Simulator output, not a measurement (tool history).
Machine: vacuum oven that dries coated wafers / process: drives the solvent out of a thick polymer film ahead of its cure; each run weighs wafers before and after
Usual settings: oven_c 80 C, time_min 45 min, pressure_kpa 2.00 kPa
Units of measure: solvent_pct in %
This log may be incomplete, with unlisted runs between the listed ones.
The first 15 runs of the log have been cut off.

| run | hour | oven_c | time_min | pressure_kpa | hours of work since the thermocouples were calibrated | hours of work since the vacuum gauge was cleaned of residue | solvent_pct |
|---|---|---|---|---|---|---|---|
| 16 | 351.6 | 80 | 68 | 2.00 | 1460 | 330 | 1.41 |
| 17 | 387.6 | 80 | 68 | 2.00 | 1485 | 355 | 1.44 |
| 18 | 422.7 | 80 | 45 | 6.20 | 1509 | 379 | 4.19 |
| 19 | 451.0 | 80 | 45 | 6.20 | 1529 | 399 | 4.22 |
| 20 | 486.4 | 82 | 23 | 3.72 | 1554 | 424 | 5.75 |
| 21 | 517.4 | 82 | 23 | 3.72 | 1575 | 446 | 5.84 |
| 22 | 540.4 | 92 | 28 | 2.00 | 1592 | 462 | 2.13 |
| 23 | 560.9 | 92 | 28 | 2.00 | 1606 | 476 | 2.09 |
| 24 | 577.0 | 65 | 70 | 1.13 | 1617 | 487 | 3.59 |
|  | 588.4 | oven's thermocouples calibrated |
| 25 | 605.2 | 93 | 79 | 2.00 | 12 | 505 | 0.61 |
| 26 | 619.8 | 68 | 67 | 1.10 | 22 | 516 | 2.89 |
| 27 | 653.6 | 68 | 67 | 1.10 | 46 | 539 | 2.90 |
| 28 | 676.0 | 68 | 67 | 1.10 | 61 | 555 | 2.94 |
| 29 | 706.2 | 80 | 34 | 1.09 | 82 | 576 | 3.21 |
| 30 | 734.9 | 80 | 34 | 1.09 | 102 | 596 | 3.23 |
| 31 | 763.5 | 72 | 27 | 1.21 | 122 | 616 | 6.53 |
| 32 | 783.1 | 80 | 33 | 2.00 | 136 | 630 | 3.83 |
| 33 | 801.5 | 80 | 71 | 3.91 | 149 | 643 | 2.16 |

Below are 5 alternative next runs, each starting from the tool's condition after run 33. Predict each:
| A | 828.5 | 80 | 30 | 3.91 | 168 | 662 | ? |
| B | 828.5 | 92 | 75 | 6.36 | 168 | 662 | ? |
| C | 828.5 | 68 | 45 | 3.56 | 168 | 662 | ? |
| D | 828.5 | 80 | 45 | 1.67 | 168 | 662 | ? |
| E | 828.5 | 82 | 76 | 2.87 | 168 | 662 | ? |

| run | solvent_pct |
|---|---|
| A | 5.02 |
| B | 1.85 |
| C | 6.32 |
| D | 2.16 |
| E | 1.47 |
The same runs, with their run-to-run variation unchanged, on a tool lacking any hidden condition would have given:
| run | solvent_pct |
|---|---|
| A | 4.79 |
| B | 1.76 |
| C | 6.03 |
| D | 1.99 |
| E | 1.36 |
